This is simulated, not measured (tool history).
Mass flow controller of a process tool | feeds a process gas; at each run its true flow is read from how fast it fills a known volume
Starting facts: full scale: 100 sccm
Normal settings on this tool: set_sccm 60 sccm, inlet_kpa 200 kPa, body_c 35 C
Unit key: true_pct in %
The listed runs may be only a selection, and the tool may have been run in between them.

Run 1, day 0.000: usual settings. Result: true_pct 98.08 %.
Run 2, day 7.971: usual settings but inlet_kpa 248 kPa. Result: true_pct 98.33 %.
Run 3, day 22.400: usual settings but inlet_kpa 248 kPa, body_c 31 C. Result: true_pct 98.52 %.
Run 4, day 31.638: usual settings but inlet_kpa 248 kPa, body_c 31 C. Result: true_pct 98.64 %.
Run 5, day 39.779: usual settings. Result: true_pct 98.06 %.
Run 6, day 46.554: usual settings. Result: true_pct 98.22 %.
Run 7, day 58.954: usual settings. Result: true_pct 98.12 %.
Run 8, day 67.058: usual settings. Result: true_pct 98.22 %.
Run 9, day 74.408: usual settings. Result: true_pct 98.22 %.
Run 10, day 88.792: usual settings. Result: true_pct 98.28 %.
Run 11, day 100.612: usual settings but set_sccm 17 sccm. Result: true_pct 96.11 %.
Run 12, day 112.679: usual settings. Result: true_pct 98.26 %.
Run 13, day 124.742: usual settings but inlet_kpa 275 kPa. Result: true_pct 98.59 %.
Run 14, day 137.975: usual settings. Result: true_pct 98.29 %.
Run 15, day 148.642: usual settings. Result: true_pct 98.35 %.
Run 16, day 162.588: usual settings. Result: true_pct 98.34 %.
Run 17, day 169.617: usual settings. Result: true_pct 98.39 %.
Run 18, day 182.829: usual settings. Result: true_pct 98.31 %.
Run 19, day 194.388: usual settings. Result: true_pct 98.50 %.
Run 20, day 208.375: usual settings. Result: true_pct 98.41 %.
Run 21, day 220.238: usual settings. Result: true_pct 98.47 %.
Run 22, day 233.929: usual settings but inlet_kpa 206 kPa, body_c 40 C. Result: true_pct 98.19 %.
Run 23, day 240.758: usual settings but set_sccm 57 sccm, body_c 22 C. Result: true_pct 99.37 %.
Run 24, day 248.533: usual settings but set_sccm 38 sccm, inlet_kpa 248 kPa, body_c 33 C. Result: true_pct 97.90 %.
Run 25, day 263.108: usual settings but set_sccm 31 sccm, inlet_kpa 165 kPa, body_c 28 C. Result: true_pct 97.70 %.
Run 26, day 276.788: usual settings but set_sccm 31 sccm, inlet_kpa 165 kPa, body_c 28 C. Result: true_pct 97.46 %.
Run 27, day 284.729: usual settings but set_sccm 31 sccm, inlet_kpa 159 kPa, body_c 36 C. Result: true_pct 96.94 %.
Run 28, day 291.483: usual settings but set_sccm 89 sccm, inlet_kpa 175 kPa, body_c 33 C. Result: true_pct 99.70 %.

Same runs, no hidden state in the tool, same run-to-run variation:
Hidden state at play: flow at rest that the sensor doesn't see, % of full scale; true flow over the shown one, %; drift of the gauge itself on true_pct, %.
run  true_pct
  1     97.97
  2     98.21
  3     98.37
  4     98.48
  5     97.89
  6     98.04
  7     97.91
  8     97.99
  9     97.98
 10     98.02
 11     96.53
 12     97.96
 13     98.28
 14     97.95
 15     98.00
 16     97.96
 17     98.01
 18     97.90
 19     98.07
 20     97.95
 21     98.00
 22     97.69
 23     98.88
 24     97.62
 25     97.56
 26     97.31
 27     96.78
 28     98.95
